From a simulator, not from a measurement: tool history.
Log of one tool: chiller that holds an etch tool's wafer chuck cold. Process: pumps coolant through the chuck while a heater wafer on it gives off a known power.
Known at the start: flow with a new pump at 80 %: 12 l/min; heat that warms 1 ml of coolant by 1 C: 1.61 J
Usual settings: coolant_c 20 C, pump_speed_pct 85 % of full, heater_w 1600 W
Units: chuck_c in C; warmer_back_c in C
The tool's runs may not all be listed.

{"run": 1, "hour": 0.0, "coolant_c": 20, "pump_speed_pct": 85, "heater_w": 1600, "chuck_c": 37.5, "warmer_back_c": 4.63}
{"run": 2, "hour": 43.0, "coolant_c": 20, "pump_speed_pct": 85, "heater_w": 1600, "chuck_c": 37.6, "warmer_back_c": 4.61}
{"run": 3, "hour": 111.3, "coolant_c": 20, "pump_speed_pct": 85, "heater_w": 1600, "chuck_c": 37.5, "warmer_back_c": 4.69}
{"run": 4, "hour": 198.4, "coolant_c": 20, "pump_speed_pct": 64, "heater_w": 1600, "chuck_c": 41.4, "warmer_back_c": 6.34}
{"run": 5, "hour": 239.1, "coolant_c": 20, "pump_speed_pct": 64, "heater_w": 1600, "chuck_c": 41.3, "warmer_back_c": 6.25}
{"run": 6, "hour": 326.2, "coolant_c": 20, "pump_speed_pct": 64, "heater_w": 1600, "chuck_c": 41.6, "warmer_back_c": 6.27}
{"run": 7, "hour": 401.9, "coolant_c": 20, "pump_speed_pct": 64, "heater_w": 1600, "chuck_c": 41.7, "warmer_back_c": 6.27}
{"run": 8, "hour": 481.6, "coolant_c": 20, "pump_speed_pct": 64, "heater_w": 1600, "chuck_c": 41.6, "warmer_back_c": 6.32}
{"run": 9, "hour": 542.9, "coolant_c": 20, "pump_speed_pct": 85, "heater_w": 1600, "chuck_c": 37.8, "warmer_back_c": 4.72}
{"run": 10, "hour": 586.9, "coolant_c": 20, "pump_speed_pct": 85, "heater_w": 1600, "chuck_c": 37.8, "warmer_back_c": 4.63}
{"run": 11, "hour": 629.5, "coolant_c": 20, "pump_speed_pct": 85, "heater_w": 1600, "chuck_c": 38.1, "warmer_back_c": 4.72}
{"run": 12, "hour": 700.1, "coolant_c": 20, "pump_speed_pct": 85, "heater_w": 1600, "chuck_c": 37.9, "warmer_back_c": 4.68}
{"run": 13, "hour": 768.5, "coolant_c": 20, "pump_speed_pct": 85, "heater_w": 1600, "chuck_c": 38.0, "warmer_back_c": 4.71}
{"run": 14, "hour": 856.1, "coolant_c": 20, "pump_speed_pct": 93, "heater_w": 1600, "chuck_c": 36.9, "warmer_back_c": 4.32}
{"run": 15, "hour": 902.1, "coolant_c": 20, "pump_speed_pct": 93, "heater_w": 1600, "chuck_c": 37.0, "warmer_back_c": 4.34}
{"run": 16, "hour": 945.0, "coolant_c": 20, "pump_speed_pct": 62, "heater_w": 1600, "chuck_c": 42.3, "warmer_back_c": 6.55}
{"run": 17, "hour": 1007.8, "coolant_c": 20, "pump_speed_pct": 62, "heater_w": 1600, "chuck_c": 42.6, "warmer_back_c": 6.58}
{"run": 18, "hour": 1055.6, "coolant_c": 14, "pump_speed_pct": 95, "heater_w": 1420, "chuck_c": 28.7, "warmer_back_c": 3.72}
{"run": 19, "hour": 1096.1, "coolant_c": 22, "pump_speed_pct": 77, "heater_w": 1393, "chuck_c": 38.9, "warmer_back_c": 4.57}
{"run": 20, "hour": 1152.6, "coolant_c": 22, "pump_speed_pct": 77, "heater_w": 1393, "chuck_c": 38.8, "warmer_back_c": 4.64}
{"hour": 1164.2, "done": "coolant pump overhauled"}
{"run": 21, "hour": 1233.1, "coolant_c": 22, "pump_speed_pct": 77, "heater_w": 1393, "chuck_c": 39.1, "warmer_back_c": 4.65}
{"run": 22, "hour": 1292.3, "coolant_c": 11, "pump_speed_pct": 85, "heater_w": 1600, "chuck_c": 29.5, "warmer_back_c": 4.82}
{"run": 23, "hour": 1334.0, "coolant_c": 11, "pump_speed_pct": 85, "heater_w": 1600, "chuck_c": 29.5, "warmer_back_c": 4.83}
{"hour": 1345.7, "done": "coolant pump overhauled, once more"}
{"run": 24, "hour": 1395.5, "coolant_c": 11, "pump_speed_pct": 85, "heater_w": 1600, "chuck_c": 29.1, "warmer_back_c": 4.73}
{"run": 25, "hour": 1453.8, "coolant_c": 12, "pump_speed_pct": 96, "heater_w": 1891, "chuck_c": 32.0, "warmer_back_c": 4.93}
{"run": 26, "hour": 1501.8, "coolant_c": 26, "pump_speed_pct": 81, "heater_w": 1319, "chuck_c": 41.4, "warmer_back_c": 4.04}
{"run": 27, "hour": 1585.4, "coolant_c": 21, "pump_speed_pct": 73, "heater_w": 1187, "chuck_c": 36.1, "warmer_back_c": 4.07}
{"run": 28, "hour": 1665.4, "coolant_c": 24, "pump_speed_pct": 90, "heater_w": 1187, "chuck_c": 37.0, "warmer_back_c": 3.3}
{"run": 29, "hour": 1704.1, "coolant_c": 24, "pump_speed_pct": 90, "heater_w": 1187, "chuck_c": 36.9, "warmer_back_c": 3.35}
{"run": 30, "hour": 1770.9, "coolant_c": 24, "pump_speed_pct": 90, "heater_w": 930, "chuck_c": 34.1, "warmer_back_c": 2.56}
{"run": 31, "hour": 1833.0, "coolant_c": 24, "pump_speed_pct": 90, "heater_w": 930, "chuck_c": 34.2, "warmer_back_c": 2.65}
{"run": 32, "hour": 1901.7, "coolant_c": 20, "pump_speed_pct": 85, "heater_w": 1781, "chuck_c": 40.6, "warmer_back_c": 5.22}

4 ways to go on from here, each from the tool as it stands after run 32. What would each give?
{"run": "A", "hour": 1957.3, "coolant_c": 27, "pump_speed_pct": 88, "heater_w": 892, "chuck_c": "?", "warmer_back_c": "?"}
{"run": "B", "hour": 1957.3, "coolant_c": 17, "pump_speed_pct": 85, "heater_w": 2074, "chuck_c": "?", "warmer_back_c": "?"}
{"run": "C", "hour": 1957.3, "coolant_c": 24, "pump_speed_pct": 70, "heater_w": 1876, "chuck_c": "?", "warmer_back_c": "?"}
{"run": "D", "hour": 1957.3, "coolant_c": 18, "pump_speed_pct": 69, "heater_w": 1002, "chuck_c": "?", "warmer_back_c": "?"}

run=A chuck_c=36.9 warmer_back_c=2.59
run=B chuck_c=41.1 warmer_back_c=6.15
run=C chuck_c=48.8 warmer_back_c=6.74
run=D chuck_c=31.2 warmer_back_c=3.64
Without the tool's hidden state the same runs would have given:
run=A chuck_c=36.3 warmer_back_c=2.55
run=B chuck_c=39.0 warmer_back_c=6.07
run=C chuck_c=46.6 warmer_back_c=6.65
run=D chuck_c=30.2 warmer_back_c=3.59
